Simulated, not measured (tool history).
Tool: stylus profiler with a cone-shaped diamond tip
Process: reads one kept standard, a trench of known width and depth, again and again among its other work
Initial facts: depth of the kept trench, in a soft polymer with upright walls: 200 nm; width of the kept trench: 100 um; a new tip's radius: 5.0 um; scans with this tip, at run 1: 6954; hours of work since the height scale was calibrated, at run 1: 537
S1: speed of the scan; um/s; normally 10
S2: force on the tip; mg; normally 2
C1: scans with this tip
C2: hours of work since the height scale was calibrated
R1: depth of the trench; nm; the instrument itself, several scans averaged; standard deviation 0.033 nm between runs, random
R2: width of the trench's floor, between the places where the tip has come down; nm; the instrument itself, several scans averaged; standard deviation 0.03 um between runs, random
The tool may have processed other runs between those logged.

| run | hour | S1 | S2 | C1 | C2 | R1 | R2 |
|---|---|---|---|---|---|---|---|
| 1 | 0 | 10 | 2 | 6954 | 537 | 202.34 | 96680 |
| 2 | 69.4 | 36 | 2 | 7576 | 585 | 202.39 | 96490 |
| 3 | 139.2 | 36 | 2 | 8201 | 633 | 202.29 | 96450 |
| 4 | 212.2 | 36 | 2 | 8856 | 684 | 202.35 | 96450 |
| 5 | 276.1 | 3 | 2 | 9428 | 728 | 202.26 | 96600 |
| 6 | 348.8 | 3 | 2 | 10080 | 778 | 202.28 | 96560 |
| 7 | 388.5 | 3 | 2 | 10436 | 806 | 202.28 | 96530 |
| 8 | 433.5 | 3 | 2 | 10839 | 837 | 202.21 | 96550 |
| 9 | 509.6 | 3 | 2 | 11521 | 889 | 202.24 | 96530 |
| 10 | 582.6 | 3 | 2 | 12175 | 940 | 202.21 | 96490 |
| 11 | 634.2 | 3 | 2 | 12638 | 976 | 202.12 | 96450 |
| 12 | 716.9 | 10 | 2 | 13378 | 1033 | 202.14 | 96380 |
| 13 | 775.6 | 10 | 0.84 | 13905 | 1073 | 200.99 | 96300 |
| 14 | 817.1 | 10 | 0.84 | 14277 | 1102 | 200.99 | 96260 |
| 15 | 888.5 | 10 | 2.52 | 14917 | 1152 | 202.54 | 96300 |
| 16 | 935.3 | 10 | 2.52 | 15336 | 1184 | 202.49 | 96270 |
| 17 | 1010 | 10 | 2.08 | 16005 | 1236 | 202.09 | 96200 |
| 18 | 1084.4 | 10 | 2.08 | 16672 | 1287 | 202.04 | 96170 |
| 19 | 1137.1 | 10 | 2 | 17145 | 1324 | 202.05 | 96160 |
| 20 | 1202.5 | 10 | 2 | 17731 | 1369 | 201.99 | 96140 |
| 21 | 1240.6 | 10 | 2 | 18072 | 1395 | 202 | 96180 |
| 22 | 1280.1 | 10 | 0.68 | 18426 | 1422 | 200.65 | 96120 |
| 23 | 1357.6 | 5 | 2 | 19120 | 1476 | 201.95 | 96070 |
| 24 | 1433.3 | 2 | 3.65 | 19799 | 1528 | 203.21 | 96140 |
| 25 | 1508.4 | 2 | 3.65 | 20473 | 1580 | 203.15 | 96130 |
| 26 | 1574.8 | 2 | 3.65 | 21067 | 1626 | 203.19 | 96050 |
| 27 | 1654.2 | 9 | 2.72 | 21779 | 1681 | 202.44 | 96010 |
| 28 | 1717.7 | 25 | 1.29 | 22348 | 1725 | 201.17 | 95810 |
|  | 1762.1 | height scale calibrated on a step standard |
| 29 | 1762.1 | 25 | 1.29 | 22742 | 0 | 201.97 | 95840 |
| 30 | 1827.2 | 3 | 4.19 | 23325 | 45 | 204.18 | 95920 |
| 31 | 1887.3 | 4 | 0.92 | 23864 | 87 | 201.47 | 95920 |
| 32 | 1940.2 | 4 | 0.92 | 24337 | 123 | 201.44 | 95890 |
| 33 | 2001 | 21 | 3.26 | 24882 | 165 | 203.51 | 95730 |
| 34 | 2068.5 | 6 | 5.51 | 25487 | 212 | 204.97 | 95930 |
| 35 | 2140.3 | 4 | 2 | 26131 | 262 | 202.47 | 95830 |
| 36 | 2185.8 | 3 | 2 | 26538 | 293 | 202.42 | 95810 |
| 37 | 2234.1 | 2 | 0.79 | 26972 | 327 | 201.22 | 95810 |
| 38 | 2292.9 | 30 | 5.45 | 27498 | 367 | 204.91 | 95680 |
| 39 | 2356.4 | 30 | 5.45 | 28067 | 411 | 204.92 | 95640 |
| 40 | 2417 | 14 | 2.68 | 28611 | 453 | 202.92 | 95680 |
| 41 | 2494.1 | 14 | 2.68 | 29301 | 506 | 202.91 | 95580 |
| 42 | 2557.7 | 39 | 2 | 29871 | 550 | 202.34 | 95470 |
| 43 | 2602.9 | 39 | 1.84 | 30276 | 582 | 202.2 | 95390 |
| 44 | 2640.3 | 5 | 1.5 | 30611 | 608 | 201.86 | 95660 |
| 45 | 2689.4 | 6 | 1.03 | 31052 | 642 | 201.34 | 95580 |

Forecast each of these 5 alternatives for the next run:
| A | 2773.3 | 17 | 1.31 | 31803 | 700 | ? | ? |
| B | 2773.3 | 8 | 1.08 | 31803 | 700 | ? | ? |
| C | 2773.3 | 9 | 4.63 | 31803 | 700 | ? | ? |
| D | 2773.3 | 10 | 5.4 | 31803 | 700 | ? | ? |
| E | 2773.3 | 6 | 4.13 | 31803 | 700 | ? | ? |

| run | R1 | R2 |
|---|---|---|
| A | 201.68 | 95500 |
| B | 201.43 | 95550 |
| C | 204.27 | 95590 |
| D | 204.67 | 95560 |
| E | 203.91 | 95580 |
Without the tool's hidden state the same runs would have given:
| run | R1 | R2 |
|---|---|---|
| A | 201.97 | 97080 |
| B | 201.72 | 97120 |
| C | 204.56 | 97170 |
| D | 204.97 | 97140 |
| E | 204.2 | 97150 |
